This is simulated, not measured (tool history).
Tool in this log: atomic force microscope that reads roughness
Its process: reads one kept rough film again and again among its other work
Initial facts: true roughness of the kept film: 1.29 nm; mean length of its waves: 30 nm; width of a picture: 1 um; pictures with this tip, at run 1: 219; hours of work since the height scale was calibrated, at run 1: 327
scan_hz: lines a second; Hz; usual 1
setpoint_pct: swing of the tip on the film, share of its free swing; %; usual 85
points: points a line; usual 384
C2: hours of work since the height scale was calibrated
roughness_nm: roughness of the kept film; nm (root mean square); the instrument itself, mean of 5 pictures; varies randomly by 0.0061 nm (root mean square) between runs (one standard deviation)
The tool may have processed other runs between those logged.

{"run": 1, "hour": 0.0, "scan_hz": 1, "setpoint_pct": 85, "points": 384, "pictures with this tip": 219, "C2": 327, "roughness_nm": 1.036}
{"run": 2, "hour": 37.0, "scan_hz": 1, "setpoint_pct": 85, "points": 384, "pictures with this tip": 265, "C2": 345, "roughness_nm": 1.02}
{"run": 3, "hour": 59.9, "scan_hz": 1, "setpoint_pct": 85, "points": 384, "pictures with this tip": 294, "C2": 356, "roughness_nm": 1.01}
{"hour": 82.3, "done": "new tip fitted"}
{"run": 4, "hour": 86.2, "scan_hz": 1, "setpoint_pct": 82, "points": 384, "pictures with this tip": 5, "C2": 369, "roughness_nm": 1.138}
{"run": 5, "hour": 118.7, "scan_hz": 1, "setpoint_pct": 82, "points": 384, "pictures with this tip": 46, "C2": 386, "roughness_nm": 1.127}
{"run": 6, "hour": 145.7, "scan_hz": 1, "setpoint_pct": 85, "points": 585, "pictures with this tip": 80, "C2": 399, "roughness_nm": 1.105}
{"run": 7, "hour": 178.1, "scan_hz": 1, "setpoint_pct": 85, "points": 506, "pictures with this tip": 121, "C2": 415, "roughness_nm": 1.093}
{"hour": 181.3, "done": "height scale calibrated on a step standard"}
{"run": 8, "hour": 210.7, "scan_hz": 1, "setpoint_pct": 85, "points": 506, "pictures with this tip": 160, "C2": 15, "roughness_nm": 1.069}
{"run": 9, "hour": 232.0, "scan_hz": 0.78, "setpoint_pct": 79, "points": 403, "pictures with this tip": 187, "C2": 25, "roughness_nm": 1.098}
{"hour": 257.6, "done": "height scale calibrated on a step standard, once more"}
{"run": 10, "hour": 263.2, "scan_hz": 1.12, "setpoint_pct": 79, "points": 384, "pictures with this tip": 225, "C2": 3, "roughness_nm": 1.052}
{"run": 11, "hour": 292.5, "scan_hz": 1.12, "setpoint_pct": 79, "points": 384, "pictures with this tip": 262, "C2": 17, "roughness_nm": 1.021}
{"run": 12, "hour": 328.2, "scan_hz": 1, "setpoint_pct": 80, "points": 704, "pictures with this tip": 307, "C2": 35, "roughness_nm": 1.022}

Predict each of these 5 candidate next runs independently; none follows another, all start after run 12:
{"hour": 339.5, "done": "new tip fitted"}
{"run": "A", "hour": 361.5, "scan_hz": 3.36, "setpoint_pct": 80, "points": 397, "pictures with this tip": 28, "C2": 52, "roughness_nm": "?"}
{"hour": 339.5, "done": "new tip fitted"}
{"run": "B", "hour": 361.5, "scan_hz": 1, "setpoint_pct": 64, "points": 704, "pictures with this tip": 28, "C2": 52, "roughness_nm": "?"}
{"hour": 339.5, "done": "new tip fitted"}
{"run": "C", "hour": 361.5, "scan_hz": 1, "setpoint_pct": 85, "points": 653, "pictures with this tip": 28, "C2": 52, "roughness_nm": "?"}
{"hour": 339.5, "done": "new tip fitted"}
{"run": "D", "hour": 361.5, "scan_hz": 1.54, "setpoint_pct": 75, "points": 677, "pictures with this tip": 28, "C2": 52, "roughness_nm": "?"}
{"hour": 339.5, "done": "new tip fitted"}
{"run": "E", "hour": 361.5, "scan_hz": 0.86, "setpoint_pct": 86, "points": 629, "pictures with this tip": 28, "C2": 52, "roughness_nm": "?"}

run=A roughness_nm=1.016
run=B roughness_nm=1.203
run=C roughness_nm=1.135
run=D roughness_nm=1.141
run=E roughness_nm=1.129
Had the tool no hidden state, the same runs would have come out as:
run=A roughness_nm=1.03
run=B roughness_nm=1.219
run=C roughness_nm=1.15
run=D roughness_nm=1.156
run=E roughness_nm=1.144
